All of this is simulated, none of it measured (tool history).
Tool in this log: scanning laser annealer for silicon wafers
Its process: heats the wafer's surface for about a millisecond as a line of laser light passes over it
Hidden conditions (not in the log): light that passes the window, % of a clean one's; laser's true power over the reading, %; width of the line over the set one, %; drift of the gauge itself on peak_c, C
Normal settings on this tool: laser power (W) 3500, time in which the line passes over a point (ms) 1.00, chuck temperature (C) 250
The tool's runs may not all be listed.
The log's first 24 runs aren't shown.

run	day	laser power (W)	time in which the line passes over a point (ms)	chuck temperature (C)	hours of work since the window was cleaned	hours of work since the power meter was calibrated	hours of work since the optics were aligned	highest temperature of the surface (C)
25	69.312	3576	1.22	237	381	2606	915	1041
26	72.617	3576	1.22	237	420	2645	954	1041
27	75.562	3576	1.22	237	455	2680	989	1036
28	78.879	3576	1.22	237	494	2720	1028	1035
29	80.854	3576	1.22	237	518	2743	1052	1034
30	83.121	3735	1.00	218	544	2770	1078	971
31	86.842	3590	0.81	269	589	2814	1123	912
# day 87.500: optics aligned, line set to its width
32	90.371	3837	0.81	258	628	2853	34	962
33	93.062	3263	1.24	261	660	2885	66	992
34	96.854	3010	1.16	289	705	2930	111	928
35	100.875	3238	1.16	289	753	2978	159	982
36	103.688	3493	0.83	289	786	3011	192	923
37	105.938	3833	0.95	273	813	3038	219	1028
38	110.012	2994	0.80	266	861	3086	267	784
# day 110.304: window over the wafer cleaned
39	114.329	3560	1.22	221	48	3137	317	1049
40	117.312	3560	1.22	221	83	3172	353	1047
41	119.504	3338	0.80	286	109	3198	379	901
42	123.246	3208	0.96	285	154	3242	423	928

Each row is a separate what-if for the run after 42, all from the same tool condition, not one after another. Results?
A	126.254	3128	0.74	281	189	3278	459	?
B	126.254	3602	0.96	285	189	3278	459	?
C	126.254	3500	1.00	289	189	3278	459	?

run	highest temperature of the surface (C)
A	824
B	1017
C	1013
Without the tool's hidden state the same runs would have given:
run	highest temperature of the surface (C)
A	829
B	1025
C	1020
